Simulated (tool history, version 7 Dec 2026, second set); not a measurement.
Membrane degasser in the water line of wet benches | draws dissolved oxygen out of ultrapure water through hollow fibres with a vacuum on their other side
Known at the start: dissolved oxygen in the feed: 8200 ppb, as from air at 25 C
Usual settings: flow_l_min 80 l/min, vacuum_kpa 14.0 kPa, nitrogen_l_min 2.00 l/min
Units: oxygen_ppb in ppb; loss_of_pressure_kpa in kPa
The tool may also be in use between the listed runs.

run   hour  flow_l_min  vacuum_kpa  nitrogen_l_min  oxygen_ppb  loss_of_pressure_kpa
  1    0.0          80        14.0            2.00       847.5                 65.00
  2   76.1          80        14.0            2.00       843.8                 64.29
  3  163.7          80        13.2            2.00       794.6                 65.24
  4  231.8          80        14.0            1.44      1061.8                 65.10
  5  332.4          80        14.0            1.44      1055.8                 65.06
  6  399.3          80        14.0            1.44      1059.5                 65.52
  7  468.2          64         8.5            3.21       254.7                 52.20
  8  519.7          80        19.5            1.94      1226.0                 65.22
  9  597.5          80        19.5            1.94      1233.1                 65.48
     607.5  -- vacuum gauge calibrated
 10  641.0          79         9.4            1.93       542.1                 64.49
 11  714.1          70        14.0            0.84      1358.5                 57.34
     766.3  -- vacuum gauge calibrated, once more
 12  794.8         100        34.8            0.84      3718.9                 81.62

5 ways to go on from here, each from the tool as it stands after run 12. What would each give?
  A  869.5          68        17.0            2.15           ?                     ?
  B  869.5          61        32.5            2.87           ?                     ?
  C  869.5          56         9.3            0.96           ?                     ?
  D  869.5          59        15.2            1.55           ?                     ?
  E  869.5          55        12.1            4.52           ?                     ?

run  oxygen_ppb  loss_of_pressure_kpa
  A       858.3                 55.58
  B      1211.4                 50.00
  C       627.5                 46.04
  D       861.9                 48.02
  E       255.8                 45.07
Without the tool's hidden state the same runs would have given:
run  oxygen_ppb  loss_of_pressure_kpa
  A       857.4                 54.70
  B      1210.0                 49.21
  C       629.4                 45.31
  D       862.2                 47.25
  E       255.2                 44.36
